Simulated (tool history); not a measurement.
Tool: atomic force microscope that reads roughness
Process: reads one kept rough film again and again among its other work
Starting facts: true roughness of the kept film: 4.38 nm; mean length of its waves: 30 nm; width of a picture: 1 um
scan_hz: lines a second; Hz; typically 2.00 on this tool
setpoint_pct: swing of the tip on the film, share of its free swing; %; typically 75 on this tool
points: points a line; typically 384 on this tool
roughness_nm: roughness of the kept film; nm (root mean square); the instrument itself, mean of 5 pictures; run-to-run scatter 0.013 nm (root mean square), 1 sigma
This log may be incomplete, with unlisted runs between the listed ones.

| run | hour | scan_hz | setpoint_pct | points | roughness_nm |
|---|---|---|---|---|---|
| 1 | 0.0 | 2.00 | 75 | 384 | 3.120 |
| 2 | 9.9 | 2.00 | 75 | 384 | 2.819 |
| 3 | 19.8 | 2.00 | 75 | 384 | 2.555 |
| 4 | 25.0 | 2.00 | 75 | 384 | 2.453 |
|  | 29.7 | new tip fitted |
| 5 | 32.7 | 2.77 | 75 | 384 | 2.949 |
| 6 | 41.4 | 2.77 | 75 | 384 | 2.718 |
| 7 | 51.1 | 2.77 | 75 | 384 | 2.457 |
| 8 | 57.6 | 2.00 | 75 | 384 | 2.436 |
|  | 61.5 | new tip fitted |
| 9 | 65.9 | 2.00 | 75 | 384 | 3.068 |
| 10 | 75.8 | 2.00 | 75 | 384 | 2.781 |
| 11 | 81.4 | 2.00 | 75 | 384 | 2.611 |
| 12 | 89.8 | 2.00 | 75 | 384 | 2.430 |
|  | 92.7 | new tip fitted |
| 13 | 97.8 | 2.00 | 75 | 384 | 3.016 |
| 14 | 105.6 | 2.00 | 75 | 384 | 2.787 |
| 15 | 113.1 | 2.00 | 75 | 1007 | 2.587 |
| 16 | 118.7 | 2.00 | 70 | 1007 | 2.534 |
|  | 124.3 | new tip fitted |
| 17 | 127.8 | 2.00 | 70 | 1007 | 3.172 |
| 18 | 133.0 | 2.00 | 75 | 384 | 2.898 |
| 19 | 142.1 | 2.00 | 61 | 384 | 2.872 |
| 20 | 148.5 | 2.00 | 61 | 384 | 2.706 |
|  | 155.7 | new tip fitted |
| 21 | 155.8 | 2.00 | 61 | 384 | 3.427 |
| 22 | 161.9 | 2.00 | 61 | 384 | 3.192 |
| 23 | 170.5 | 2.00 | 61 | 384 | 2.919 |
| 24 | 174.8 | 2.00 | 61 | 384 | 2.779 |
| 25 | 179.8 | 2.00 | 77 | 342 | 2.469 |
|  | 186.8 | new tip fitted |
| 26 | 186.8 | 2.00 | 77 | 342 | 3.106 |
| 27 | 194.7 | 2.00 | 77 | 342 | 2.884 |
| 28 | 204.5 | 0.51 | 75 | 260 | 2.860 |
| 29 | 211.0 | 2.93 | 86 | 537 | 2.086 |
| 30 | 217.3 | 0.54 | 56 | 377 | 2.689 |
|  | 218.5 | new tip fitted |
|  | 219.5 | height scale calibrated on a step standard |
| 31 | 227.2 | 0.96 | 63 | 646 | 3.205 |
| 32 | 232.5 | 0.70 | 63 | 639 | 3.093 |
| 33 | 240.4 | 2.00 | 75 | 555 | 2.550 |
| 34 | 247.8 | 2.00 | 75 | 555 | 2.399 |
|  | 250.8 | new tip fitted |
| 35 | 256.4 | 0.51 | 80 | 408 | 3.243 |
|  | 258.0 | height scale calibrated on a step standard, once more |
| 36 | 266.2 | 0.51 | 73 | 269 | 2.991 |
| 37 | 273.2 | 2.15 | 59 | 444 | 2.769 |
| 38 | 277.7 | 2.15 | 55 | 444 | 2.690 |
|  | 283.8 | new tip fitted |
| 39 | 288.4 | 2.85 | 70 | 678 | 2.990 |
| 40 | 297.2 | 2.00 | 75 | 611 | 2.764 |
| 41 | 304.2 | 0.96 | 78 | 611 | 2.751 |
| 42 | 312.8 | 0.96 | 78 | 611 | 2.526 |
|  | 315.5 | new tip fitted |
| 43 | 322.7 | 1.50 | 60 | 307 | 3.168 |
| 44 | 328.4 | 1.50 | 60 | 307 | 3.015 |
| 45 | 338.8 | 1.50 | 60 | 307 | 2.754 |
|  | 346.8 | new tip fitted |
| 46 | 346.8 | 1.50 | 60 | 307 | 3.421 |
| 47 | 355.0 | 0.92 | 83 | 384 | 2.993 |
| 48 | 361.6 | 0.92 | 83 | 384 | 2.772 |

What if the next run were any one of these 5? Each begins from the tool's condition after run 48:
| A | 367.8 | 0.77 | 78 | 384 | ? |
| B | 367.8 | 0.92 | 58 | 384 | ? |
| C | 367.8 | 0.88 | 56 | 642 | ? |
| D | 367.8 | 0.56 | 66 | 711 | ? |
| E | 367.8 | 2.12 | 59 | 384 | ? |

| run | roughness_nm |
|---|---|
| A | 2.730 |
| B | 2.853 |
| C | 2.872 |
| D | 2.839 |
| E | 2.752 |
With the hidden condition removed and each run's random variation left untouched, the same runs would have given:
| run | roughness_nm |
|---|---|
| A | 3.424 |
| B | 3.576 |
| C | 3.601 |
| D | 3.560 |
| E | 3.452 |

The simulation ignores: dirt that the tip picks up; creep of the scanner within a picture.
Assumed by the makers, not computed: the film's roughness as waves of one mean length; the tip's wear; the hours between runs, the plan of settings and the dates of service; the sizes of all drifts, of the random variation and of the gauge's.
